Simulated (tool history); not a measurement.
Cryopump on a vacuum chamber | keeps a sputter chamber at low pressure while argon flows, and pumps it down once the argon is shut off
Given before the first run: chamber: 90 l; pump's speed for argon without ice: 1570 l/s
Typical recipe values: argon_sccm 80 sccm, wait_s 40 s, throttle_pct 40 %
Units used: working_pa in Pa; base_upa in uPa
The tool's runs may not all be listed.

run	hour	argon_sccm	wait_s	throttle_pct	working_pa	base_upa
1	0	80	40	40	0.2376	2.66
2	61.9	80	40	51	0.1914	2.61
3	121.4	80	40	51	0.1955	2.69
4	193.7	80	40	24	0.385	2.67
# hour 202.9: leaking fittings of the chamber tightened, without venting
5	263.2	80	40	24	0.3899	1.91
# hour 274.6: pump warmed up, emptied and cooled again
6	345.8	80	40	24	0.362	1.86
7	401.2	80	40	40	0.2187	1.81
8	470.1	80	40	40	0.222	1.86
9	514.8	80	40	40	0.2227	1.85
10	569.1	80	40	40	0.2241	1.92
11	613.4	80	40	40	0.2234	1.95
12	665.3	80	40	40	0.226	1.84
13	715	80	40	48	0.1919	1.95
14	772.7	80	40	40	0.2316	1.94
15	828.9	80	40	40	0.2303	1.98
16	890.5	80	40	40	0.2311	1.94
17	924.1	80	40	40	0.2324	1.95
18	960.1	66	113	22	0.3412	0.9
19	1039.1	66	113	22	0.3412	0.99
20	1072.8	126	40	40	0.3752	2.04
21	1129.8	126	40	40	0.3794	2.08
22	1204.3	126	40	40	0.3827	1.99
23	1248.2	100	91	40	0.3048	1.23
24	1315.7	40	40	24	0.1953	2.05
# hour 1378.5: pump warmed up, emptied and cooled again
25	1384.6	122	40	29	0.4558	2.04
26	1440.4	37	162	42	0.0955	0.77
27	1518.4	37	162	42	0.0962	0.79
28	1594	101	128	44	0.2566	0.9
29	1653.2	101	128	44	0.2568	0.96
30	1726	101	128	39	0.291	0.98
31	1774.5	101	128	39	0.293	0.99
32	1838.6	106	236	58	0.2145	0.76
33	1905	106	236	28	0.4282	0.78
34	1978.2	80	220	21	0.4295	0.86

Below, some changes in working_pa between adjacent runs. For each, the amount present without the hidden state too (settings, incoming material, random variation) and the amount remaining for the hidden state with gauge scatter not shared by both compared results:
What the log doesn't record here: pump's speed, % of a pump's without ice; cold plate's temperature, K; leak into the chamber, uPa l/s; drift of the gauge itself on working_pa, %; drift of the gauge itself on base_upa, %.
Run 5 -> 6: pump warmed up, emptied and cooled again. working_pa -0.0279 Pa: hidden state -0.0278, all else -0.0001.
Run 19 -> 20: argon_sccm 66 -> 126, wait_s 113 -> 40, throttle_pct 22 -> 40. working_pa +0.034 Pa: hidden state +0.0182, all else +0.0158.
Run 23 -> 24: argon_sccm 100 -> 40, wait_s 91 -> 40, throttle_pct 40 -> 24. working_pa -0.1095 Pa: hidden state -0.0204, all else -0.0891.
Run 24 -> 25: argon_sccm 40 -> 122, throttle_pct 24 -> 29, pump warmed up, emptied and cooled again. working_pa +0.2605 Pa: hidden state -0.0129, all else +0.2734.
Run 25 -> 26: argon_sccm 122 -> 37, wait_s 40 -> 162, throttle_pct 29 -> 42. working_pa -0.3603 Pa: hidden state -0.0014, all else -0.3589.
Run 32 -> 33: throttle_pct 58 -> 28. working_pa +0.2137 Pa: hidden state +0.0027, all else +0.211.
